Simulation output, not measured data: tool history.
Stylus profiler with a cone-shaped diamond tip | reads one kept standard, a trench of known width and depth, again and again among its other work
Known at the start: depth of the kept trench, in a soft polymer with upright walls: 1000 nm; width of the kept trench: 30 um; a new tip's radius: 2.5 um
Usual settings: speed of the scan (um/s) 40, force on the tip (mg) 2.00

run	hour	speed of the scan (um/s)	force on the tip (mg)	depth of the trench (Å)	width of the trench's floor (µm)
1	0.0	40	2.00	10135.7	25.89
2	79.4	40	2.00	10131.8	25.87
3	159.6	40	2.00	10133.9	25.85
4	251.8	40	2.00	10135.6	25.87
5	316.9	40	2.00	10134.6	25.83
# hour 346.4: new tip fitted, height scale calibrated
6	433.4	40	2.00	10131.3	25.89
7	534.9	40	3.19	10185.2	25.92
8	640.4	40	3.19	10180.8	25.86
9	744.1	40	2.00	10130.5	25.88
10	816.1	40	2.00	10133.5	25.86
11	922.2	11	1.72	10115.8	25.94
12	1014.1	51	0.88	10076.9	25.72
13	1086.0	152	1.88	10127.6	25.50
14	1163.1	34	1.97	10132.8	25.87
15	1213.0	11	0.92	10078.1	26.00
16	1271.9	21	3.63	10199.6	25.96
17	1355.2	21	3.63	10199.2	25.95

Run 18 comes next. What will it give?
18	1421.4	17	0.80	?	?

{"run 18": {"depth of the trench (Å)": 10076.9, "width of the trench's floor (µm)": 25.93}}
Without the tool's hidden state the same run would have given depth of the trench (Å) 10077.0, width of the trench's floor (µm) 25.94.

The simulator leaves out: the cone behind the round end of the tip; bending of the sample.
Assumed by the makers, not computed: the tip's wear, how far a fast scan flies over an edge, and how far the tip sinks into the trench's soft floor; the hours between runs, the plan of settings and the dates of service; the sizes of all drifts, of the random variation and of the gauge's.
